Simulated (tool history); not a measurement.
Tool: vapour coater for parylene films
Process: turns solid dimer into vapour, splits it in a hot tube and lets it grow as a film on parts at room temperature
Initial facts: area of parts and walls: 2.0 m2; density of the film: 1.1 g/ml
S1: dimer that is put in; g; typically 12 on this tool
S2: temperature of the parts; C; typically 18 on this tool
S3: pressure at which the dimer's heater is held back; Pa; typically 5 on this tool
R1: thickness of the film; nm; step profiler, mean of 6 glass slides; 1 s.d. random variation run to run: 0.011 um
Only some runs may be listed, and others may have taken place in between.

run 1 hour=0 | S1=12 S2=18 S3=5 | R1=2490
run 2 hour=42.7 | S1=12 S2=20 S3=5 | R1=2270
run 3 hour=109.2 | S1=12 S2=20 S3=5 | R1=2280
run 4 hour=146.7 | S1=12 S2=27 S3=5 | R1=1690
run 5 hour=189.3 | S1=12 S2=18 S3=5 | R1=2470
run 6 hour=227.5 | S1=12 S2=18 S3=5 | R1=2450
run 7 hour=272 | S1=12 S2=18 S3=5 | R1=2470
run 8 hour=304.3 | S1=12 S2=18 S3=5 | R1=2440
run 9 hour=338.6 | S1=12 S2=18 S3=5 | R1=2460
run 10 hour=400.9 | S1=12 S2=18 S3=5 | R1=2460
run 11 hour=460.1 | S1=12 S2=18 S3=5 | R1=2440
run 12 hour=503.6 | S1=12 S2=18 S3=5 | R1=2450
run 13 hour=556.7 | S1=12 S2=18 S3=5 | R1=2440
-- hour=602.4 trap's valve overhauled
run 14 hour=626.3 | S1=12 S2=18 S3=5 | R1=2460
run 15 hour=680.1 | S1=12 S2=18 S3=5 | R1=2460
run 16 hour=724.3 | S1=8 S2=18 S3=5 | R1=1590
run 17 hour=763.5 | S1=12 S2=18 S3=5 | R1=2450
run 18 hour=811.9 | S1=12 S2=18 S3=5 | R1=2440
run 19 hour=847.8 | S1=12 S2=18 S3=5 | R1=2430
run 20 hour=882.9 | S1=12 S2=18 S3=5 | R1=2450
run 21 hour=936.8 | S1=14 S2=18 S3=5 | R1=2830
run 22 hour=971 | S1=14 S2=18 S3=5 | R1=2840
run 23 hour=1038.7 | S1=12 S2=18 S3=5 | R1=2430
run 24 hour=1077.3 | S1=7 S2=18 S3=5 | R1=1420
run 25 hour=1143.8 | S1=13 S2=16 S3=3 | R1=3130
run 26 hour=1191.7 | S1=7 S2=12 S3=10.32 | R1=1590
run 27 hour=1255.9 | S1=7 S2=12 S3=10.32 | R1=1590
run 28 hour=1319.8 | S1=12 S2=12 S3=11.56 | R1=2670
run 29 hour=1349 | S1=8 S2=20 S3=5.92 | R1=1410
-- hour=1367.8 trap's valve overhauled
run 30 hour=1390.2 | S1=8 S2=20 S3=5.92 | R1=1430
-- hour=1397.6 table's thermometer calibrated
run 31 hour=1435.2 | S1=8 S2=20 S3=5.92 | R1=1430
run 32 hour=1463.7 | S1=13 S2=12 S3=2.55 | R1=3780
run 33 hour=1508.2 | S1=20 S2=29 S3=2.55 | R1=2860
-- hour=1512.2 gauge calibrated
run 34 hour=1563.9 | S1=12 S2=16 S3=3.15 | R1=2940
run 35 hour=1604.2 | S1=12 S2=16 S3=3.15 | R1=2930
run 36 hour=1635.8 | S1=12 S2=19 S3=6.49 | R1=2270
run 37 hour=1664 | S1=21 S2=29 S3=6.49 | R1=2580
run 38 hour=1721.9 | S1=6 S2=16 S3=5 | R1=1340
run 39 hour=1767.2 | S1=6 S2=16 S3=9.57 | R1=1180
run 40 hour=1798.3 | S1=6 S2=16 S3=9.57 | R1=1190
run 41 hour=1858.1 | S1=15 S2=16 S3=3.35 | R1=3590
run 42 hour=1895.3 | S1=12 S2=19 S3=5.98 | R1=2290
run 43 hour=1925 | S1=12 S2=19 S3=5.98 | R1=2290
run 44 hour=1979.1 | S1=16 S2=18 S3=5 | R1=3260
run 45 hour=2044.2 | S1=12 S2=16 S3=5 | R1=2670

Predict each of these 4 candidate next runs independently; none follows another, all start after run 45:
run A hour=2098 | S1=12 S2=11 S3=8.83 | R1=?
run B hour=2098 | S1=16 S2=16 S3=10.01 | R1=?
run C hour=2098 | S1=20 S2=11 S3=5 | R1=?
run D hour=2098 | S1=19 S2=17 S3=5 | R1=?

run=A R1=2950
run=B R1=3090
run=C R1=5460
run=D R1=4010
Take away the tool's hidden state, keep each run's random variation, and the runs would have read:
run=A R1=2990
run=B R1=3130
run=C R1=5530
run=D R1=4060

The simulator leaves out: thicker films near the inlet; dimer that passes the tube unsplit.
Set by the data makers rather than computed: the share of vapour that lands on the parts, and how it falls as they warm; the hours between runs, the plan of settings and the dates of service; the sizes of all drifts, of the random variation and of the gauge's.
